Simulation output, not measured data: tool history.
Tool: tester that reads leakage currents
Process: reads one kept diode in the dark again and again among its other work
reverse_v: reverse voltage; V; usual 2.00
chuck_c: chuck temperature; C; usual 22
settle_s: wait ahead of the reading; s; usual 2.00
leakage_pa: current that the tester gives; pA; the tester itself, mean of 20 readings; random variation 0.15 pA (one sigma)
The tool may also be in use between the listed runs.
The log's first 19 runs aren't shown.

run    hour  reverse_v  chuck_c  settle_s  hours of work since the probe card was cleaned  hours of work since the tester was calibrated  hours of work since the chuck was calibrated  leakage_pa
 20  1424.9       4.76       32      1.36                                             315                                            764                                          1044      160.24
 21  1484.1       4.76       32      1.36                                             357                                            805                                          1086      160.77
 22  1545.6       3.10       22      0.54                                             400                                            848                                          1129       65.00
 23  1639.0       9.03       22      2.00                                             465                                            914                                          1194      106.72
 24  1692.7       9.03       22      2.00                                             503                                            951                                          1232      107.01
 25  1774.4      11.39       26      9.79                                             560                                           1008                                          1289      159.69
 26  1860.8      11.39       26      9.79                                             620                                           1069                                          1349      159.95
 27  1916.0       2.00       33      0.30                                             659                                           1107                                          1388      120.83
 28  2013.5       2.00       33      0.30                                             727                                           1176                                          1456      120.68
 29  2072.0       7.10       33      0.39                                             768                                           1217                                          1497      217.19
 30  2160.9       2.00       42      2.00                                             830                                           1279                                          1560      222.46
 31  2250.2       4.13       58      2.00                                             893                                           1341                                          1622      853.64
 32  2342.2       2.42       34      2.00                                             957                                           1406                                          1686      141.48
 33  2441.7       1.11       24      0.73                                            1027                                           1475                                          1756       48.97
 34  2507.0       2.00       29      2.00                                            1073                                           1521                                          1802       92.15
     2568.8  -- chuck's temperature calibrated
 35  2606.5      15.63       26      1.81                                            1141                                           1589                                            26      188.57
 36  2650.7      15.63       26      9.05                                            1172                                           1620                                            57      187.86
 37  2722.7       7.77       29      7.20                                            1222                                           1671                                           108      162.77
 38  2785.2       7.45       22      0.67                                            1266                                           1714                                           151      102.05

3 ways to go on from here, each from the tool as it stands after run 38. What would each give?
  A  2869.3       7.45       22      0.44                                            1325                                           1773                                           210           ?
  B  2869.3       2.94       22      4.87                                            1325                                           1773                                           210           ?
  C  2869.3       7.45       22      0.81                                            1325                                           1773                                           210           ?

run  leakage_pa
  A      105.09
  B       62.71
  C      102.95
Without the tool's hidden state the same runs would have given:
run  leakage_pa
  A       91.01
  B       56.68
  C       88.90
